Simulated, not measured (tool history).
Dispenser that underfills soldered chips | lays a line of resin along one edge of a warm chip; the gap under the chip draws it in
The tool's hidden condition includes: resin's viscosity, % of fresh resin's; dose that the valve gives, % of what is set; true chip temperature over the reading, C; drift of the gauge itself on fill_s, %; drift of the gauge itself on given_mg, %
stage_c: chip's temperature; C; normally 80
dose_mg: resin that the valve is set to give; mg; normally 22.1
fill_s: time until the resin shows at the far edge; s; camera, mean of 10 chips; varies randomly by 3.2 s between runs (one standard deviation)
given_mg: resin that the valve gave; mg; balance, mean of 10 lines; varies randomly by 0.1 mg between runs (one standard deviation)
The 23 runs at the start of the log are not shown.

run   hour  stage_c  dose_mg  hours of work since the syringe was changed  hours of work since the valve was cleaned  hours of work since the stage was calibrated  fill_s  given_mg
      92.4  -- new syringe of resin
 24   95.5       92     22.3                                            2                                         82                                           200   245.3     20.81
 25   99.2       81     22.3                                            4                                         84                                           202   376.8     20.93
     102.0  -- new syringe of resin
 26  102.0       81     22.3                                            0                                         86                                           204   310.7     20.70
 27  107.3       80     19.3                                            3                                         89                                           207   391.4     17.85
 28  110.8       80     25.6                                            5                                         91                                           209   411.5     23.81
     111.9  -- new syringe of resin
 29  116.6       80     25.6                                            3                                         95                                           212   360.0     23.34
 30  120.8       73     22.1                                            6                                         97                                           215   511.8     20.31
     121.4  -- new syringe of resin
 31  127.0       87     25.6                                            3                                        101                                           219   304.2     23.56
     130.9  -- new syringe of resin
 32  131.7       87     25.6                                            0                                        104                                           221   257.5     23.48
 33  136.4       87     25.6                                            3                                        107                                           224   297.1     23.30
     140.7  -- new syringe of resin
 34  141.6       87     25.6                                            1                                        110                                           227   261.2     23.28
 35  145.1       87     25.6                                            3                                        112                                           230   288.6     23.19

Alternative continuations, all from the tool just after run 35; predict every row:
  A  149.3       87     22.6                                            5                                        114                                           232       ?         ?
  B  149.3       90     25.6                                            5                                        114                                           232       ?         ?
  C  149.3       82     26.3                                            5                                        114                                           232       ?         ?
  D  149.3       85     22.1                                            5                                        114                                           232       ?         ?

run  fill_s  given_mg
  A   326.9     20.37
  B   298.6     22.97
  C   375.2     23.61
  D   357.9     19.92
Without the tool's hidden state the same runs would have given:
run  fill_s  given_mg
  A   258.0     22.54
  B   237.1     25.41
  C   298.3     26.12
  D   282.1     22.03
